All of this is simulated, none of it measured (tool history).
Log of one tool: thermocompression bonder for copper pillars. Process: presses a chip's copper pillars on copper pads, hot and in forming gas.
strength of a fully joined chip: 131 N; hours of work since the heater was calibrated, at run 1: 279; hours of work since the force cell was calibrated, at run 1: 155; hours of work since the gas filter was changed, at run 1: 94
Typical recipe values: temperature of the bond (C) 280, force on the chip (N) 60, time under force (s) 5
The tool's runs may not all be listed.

run   hour  temperature of the bond (C)  force on the chip (N)  time under force (s)  hours of work since the heater was calibrated  hours of work since the force cell was calibrated  hours of work since the gas filter was changed  force that shears a chip off (N)
  1    0.0                          280                     60                     5                                            279                                                155                                              94                              54.7
  2    4.8                          280                     60                     5                                            282                                                158                                              97                              55.5
  3   14.3                          280                     60                     5                                            288                                                164                                             103                              53.4
      23.9  -- forming gas filter changed
  4   24.3                          280                     60                     5                                            294                                                170                                               0                              58.4
  5   29.8                          280                     60                     5                                            297                                                173                                               4                              57.8
  6   40.1                          280                     60                     5                                            303                                                179                                              10                              58.5
  7   45.5                          280                     60                     5                                            307                                                183                                              13                              58.1
  8   53.5                          280                     60                     5                                            312                                                188                                              18                              57.8
  9   62.6                          280                     60                     5                                            317                                                193                                              24                              58.3
 10   72.5                          280                     47                     5                                            323                                                199                                              30                              50.3
 11   77.5                          294                     60                     5                                            326                                                202                                              33                              70.1
 12   83.2                          294                     60                     5                                            330                                                206                                              37                              70.4
 13   92.9                          294                     60                     5                                            336                                                212                                              42                              68.7
 14   98.5                          280                     60                     8                                            339                                                215                                              46                              67.7
 15  104.6                          260                     60                     5                                            343                                                219                                              50                              41.1
 16  112.1                          260                     60                     5                                            348                                                224                                              54                              40.8
 17  119.9                          260                     60                     5                                            352                                                229                                              59                              41.0
 18  127.9                          280                     60                     5                                            357                                                233                                              64                              56.6
 19  138.6                          280                     60                     5                                            364                                                240                                              71                              55.6
 20  143.3                          280                     60                     5                                            367                                                243                                              74                              57.9
 21  152.9                          280                     60                     3                                            373                                                249                                              79                              47.4
 22  159.5                          280                     81                    10                                            377                                                253                                              84                              80.5
 23  170.2                          280                     43                     3                                            383                                                260                                              90                              37.3
 24  174.7                          280                     43                     3                                            386                                                262                                              93                              37.7
 25  184.9                          252                     54                     7                                            393                                                269                                              99                              37.1
     187.4  -- force cell calibrated
 26  191.0                          304                     66                     4                                            395                                                  2                                             102                              74.3
 27  197.2                          307                     81                    10                                            399                                                  6                                             106                             103.5
     202.0  -- forming gas filter changed
 28  207.2                          307                     81                    10                                            405                                                 12                                               3                             109.8
 29  212.8                          268                     77                     9                                            409                                                 15                                               7                              70.0
 30  218.2                          283                     60                     3                                            412                                                 19                                              10                              51.2
     225.5  -- force cell calibrated, once more
 31  227.5                          260                     60                     9                                            417                                                  1                                              15                              54.6
 32  237.6                          287                     44                     8                                            423                                                  7                                              21                              64.9
 33  244.2                          287                     44                     8                                            427                                                 12                                              25                              64.7
 34  251.7                          309                     43                    10                                            432                                                 16                                              30                              88.4
 35  260.9                          259                     43                     8                                            437                                                 22                                              35                              40.0
 36  271.6                          280                     60                    10                                            444                                                 28                                              42                              73.5
 37  280.8                          280                     60                    10                                            449                                                 34                                              48                              74.3

Forecast run 38:
 38  290.5                          280                     60                    10                                            455                                                 40                                              54                                 ?

force that shears a chip off (N): 71.9
Take away the tool's hidden state, keep the run-to-run variation as it was, and the same run would have given force that shears a chip off (N) 68.3.
